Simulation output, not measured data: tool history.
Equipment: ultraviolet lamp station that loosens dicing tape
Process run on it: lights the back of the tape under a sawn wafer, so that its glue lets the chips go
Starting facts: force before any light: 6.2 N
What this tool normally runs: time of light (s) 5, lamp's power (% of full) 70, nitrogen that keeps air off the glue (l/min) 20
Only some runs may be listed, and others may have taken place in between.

| run | day | time of light (s) | lamp's power (% of full) | nitrogen that keeps air off the glue (l/min) | force that peels the tape off (N) | light that reached the tape (mJ/cm²) |
|---|---|---|---|---|---|---|
| 1 | 0 | 5 | 70 | 20 | 0.681 | 405 |
| 2 | 2.208 | 5 | 70 | 20 | 0.698 | 401 |
| 3 | 4 | 5 | 70 | 26 | 0.622 | 393 |
| 4 | 6.771 | 5 | 70 | 26 | 0.66 | 386 |
| 5 | 10.458 | 5 | 70 | 20 | 0.818 | 373 |
| 6 | 12.283 | 5 | 70 | 20 | 0.797 | 364 |
| 7 | 14.346 | 5 | 70 | 20 | 0.871 | 365 |
|  | 16.067 | window cleaned of glue's vapour |
| 8 | 16.492 | 5 | 70 | 20 | 0.695 | 403 |
| 9 | 19.1 | 5 | 70 | 20 | 0.705 | 393 |
| 10 | 21.842 | 5 | 70 | 10 | 1.137 | 379 |
| 11 | 25.004 | 5 | 70 | 10 | 1.177 | 367 |
| 12 | 28.779 | 5 | 70 | 10 | 1.295 | 357 |
| 13 | 30.558 | 5 | 93 | 37 | 0.347 | 466 |
| 14 | 34.183 | 5 | 93 | 37 | 0.36 | 456 |
| 15 | 37.638 | 5 | 93 | 37 | 0.383 | 437 |
| 16 | 41.258 | 5 | 93 | 23 | 0.586 | 422 |
| 17 | 44.746 | 6 | 93 | 23 | 0.407 | 487 |
| 18 | 47.854 | 6 | 66 | 23 | 0.895 | 330 |
| 19 | 50.171 | 6 | 64 | 10 | 1.526 | 321 |
| 20 | 53.104 | 6 | 64 | 10 | 1.577 | 311 |
| 21 | 54.946 | 7 | 97 | 10 | 0.612 | 533 |
| 22 | 57.233 | 7 | 97 | 10 | 0.628 | 519 |
| 23 | 60.579 | 3 | 97 | 10 | 2.296 | 215 |
|  | 61.125 | lamp changed |
| 24 | 63.904 | 3 | 97 | 10 | 1.126 | 379 |

Some steps in force that peels the tape off (N) between neighbouring runs. How much of each would the tool show without its hidden state too (settings, what came in, random variation), and how much is left for the hidden state, with any gauge scatter that isn't in both results?
Hidden state present: lamp's light, % of a new lamp's; light that the window lets through, % of a clean one's; drift of the gauge itself on peel_n, %; drift of the gauge itself on dose_mj_cm2, %.
Run 22 -> 23: time of light (s) 7 -> 3. force that peels the tape off (N) +1.668: hidden state +0.902, all else +0.766.
Run 23 -> 24: lamp changed. force that peels the tape off (N) -1.17: hidden state -1.207, all else +0.037.
